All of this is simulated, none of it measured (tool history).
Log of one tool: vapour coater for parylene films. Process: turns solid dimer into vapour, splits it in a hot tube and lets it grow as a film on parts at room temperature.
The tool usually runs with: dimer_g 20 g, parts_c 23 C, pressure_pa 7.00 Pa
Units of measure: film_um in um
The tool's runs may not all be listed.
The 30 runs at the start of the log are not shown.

{"run": 31, "hour": 863.1, "dimer_g": 25, "parts_c": 32, "pressure_pa": 2.89, "film_um": 3.8}
{"run": 32, "hour": 904.0, "dimer_g": 25, "parts_c": 32, "pressure_pa": 2.89, "film_um": 3.72}
{"hour": 927.2, "done": "trap's valve overhauled"}
{"run": 33, "hour": 928.3, "dimer_g": 25, "parts_c": 18, "pressure_pa": 5.76, "film_um": 6.27}
{"run": 34, "hour": 956.4, "dimer_g": 25, "parts_c": 18, "pressure_pa": 5.76, "film_um": 6.26}
{"run": 35, "hour": 991.5, "dimer_g": 21, "parts_c": 18, "pressure_pa": 5.12, "film_um": 5.3}
{"run": 36, "hour": 1031.0, "dimer_g": 20, "parts_c": 34, "pressure_pa": 7.0, "film_um": 2.29}
{"run": 37, "hour": 1048.3, "dimer_g": 20, "parts_c": 34, "pressure_pa": 7.0, "film_um": 2.27}
{"run": 38, "hour": 1069.8, "dimer_g": 20, "parts_c": 34, "pressure_pa": 7.0, "film_um": 2.28}
{"run": 39, "hour": 1103.3, "dimer_g": 20, "parts_c": 23, "pressure_pa": 2.94, "film_um": 4.52}
{"run": 40, "hour": 1137.6, "dimer_g": 22, "parts_c": 27, "pressure_pa": 7.0, "film_um": 3.48}
{"run": 41, "hour": 1169.4, "dimer_g": 16, "parts_c": 23, "pressure_pa": 3.18, "film_um": 3.56}
{"run": 42, "hour": 1207.9, "dimer_g": 10, "parts_c": 17, "pressure_pa": 2.9, "film_um": 2.99}
{"run": 43, "hour": 1238.3, "dimer_g": 10, "parts_c": 17, "pressure_pa": 2.9, "film_um": 2.95}
{"run": 44, "hour": 1260.0, "dimer_g": 10, "parts_c": 17, "pressure_pa": 2.9, "film_um": 2.96}
{"hour": 1297.2, "done": "trap's valve overhauled"}
{"run": 45, "hour": 1303.9, "dimer_g": 13, "parts_c": 26, "pressure_pa": 4.15, "film_um": 2.36}
{"run": 46, "hour": 1337.8, "dimer_g": 32, "parts_c": 26, "pressure_pa": 3.33, "film_um": 6.23}
{"run": 47, "hour": 1361.7, "dimer_g": 10, "parts_c": 27, "pressure_pa": 7.0, "film_um": 1.53}

Below are 4 alternative next runs, each starting from the tool's condition after run 47. Predict each:
{"run": "A", "hour": 1403.2, "dimer_g": 33, "parts_c": 16, "pressure_pa": 7.0, "film_um": "?"}
{"run": "B", "hour": 1403.2, "dimer_g": 18, "parts_c": 27, "pressure_pa": 7.0, "film_um": "?"}
{"run": "C", "hour": 1403.2, "dimer_g": 19, "parts_c": 20, "pressure_pa": 7.25, "film_um": "?"}
{"run": "D", "hour": 1403.2, "dimer_g": 17, "parts_c": 22, "pressure_pa": 2.46, "film_um": "?"}

run=A film_um=8.56
run=B film_um=2.85
run=C film_um=4.15
run=D film_um=4.21
What these runs would have given with no unlogged condition in the tool:
run=A film_um=8.59
run=B film_um=2.86
run=C film_um=4.16
run=D film_um=4.23

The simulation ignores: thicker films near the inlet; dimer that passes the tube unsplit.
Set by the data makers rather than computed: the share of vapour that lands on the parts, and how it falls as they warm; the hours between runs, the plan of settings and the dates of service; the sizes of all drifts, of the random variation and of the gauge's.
